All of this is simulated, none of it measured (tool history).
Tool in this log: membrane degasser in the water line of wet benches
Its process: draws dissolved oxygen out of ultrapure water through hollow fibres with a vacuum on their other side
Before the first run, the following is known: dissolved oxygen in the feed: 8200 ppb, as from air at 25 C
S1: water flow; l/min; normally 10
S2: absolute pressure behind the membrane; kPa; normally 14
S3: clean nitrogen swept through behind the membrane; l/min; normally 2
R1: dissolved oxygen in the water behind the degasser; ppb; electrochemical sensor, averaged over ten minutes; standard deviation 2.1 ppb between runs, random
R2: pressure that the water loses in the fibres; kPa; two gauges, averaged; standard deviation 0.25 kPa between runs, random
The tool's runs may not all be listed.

run	hour	S1	S2	S3	R1	R2
1	0	10	14	2	254.7	70.65
2	220.8	10	14	2	257.5	70.83
3	463.7	10	14	1.25	338.2	70.42
4	758.4	10	14	1.25	332.9	70.59
# hour 826.7: vacuum gauge calibrated
5	1064.2	10	14	1.25	341	71.29
6	1370.9	10	14	1.25	347.6	71.21
7	1507.1	10	14	1.25	344.4	71.5
8	1756.6	10	14	2	263.2	71.35
9	1905.1	10	14	2	267	71.37
10	2105.9	10	14	2	268.5	71.29
11	2246.6	10	14	1.02	387.7	71.44
# hour 2407.4: vacuum gauge calibrated, once more
12	2455.2	10	14	2	255.8	71.53
13	2768	10	14	2	261.7	71.62
# hour 2911.3: seals of the vacuum lines changed
14	2981.3	9	14	1.35	254.5	64.79
15	3129.9	16	8.9	4.32	574	115.18
16	3291	8	13.9	1.62	184.7	57.87
17	3505.5	8	13.9	1.62	180.2	57.7
18	3775.8	7	14.7	2.2	117.6	50.67
19	4017	7	9.9	0.92	151.5	50.73
# hour 4180.7: membrane cartridge changed
20	4180.7	7	9.9	0.92	141.6	46.61
21	4375.1	10	22.6	2.09	312.4	67.03
22	4662.5	10	28	2.09	368.8	66.7
23	4871.7	6	14	1.55	114.2	39.93
24	5167.2	8	17.7	1.22	268.4	53.65
25	5443.2	8	17.7	0.83	363.5	53.68

Predict each of these 4 candidate next runs independently; none follows another, all start after run 25:
A	5606.5	8	17.7	1.17	?	?
B	5606.5	13	15.1	2.22	?	?
C	5606.5	9	14.7	2	?	?
D	5606.5	8	15.1	1.55	?	?

run	R1	R2
A	281.4	53.35
B	407.6	87.22
C	185.3	59.77
D	188.7	53.57
Had the tool no hidden state, the same runs would have come out as:
run	R1	R2
A	271.1	52.9
B	395.5	86.48
C	178	59.27
D	181	53.12
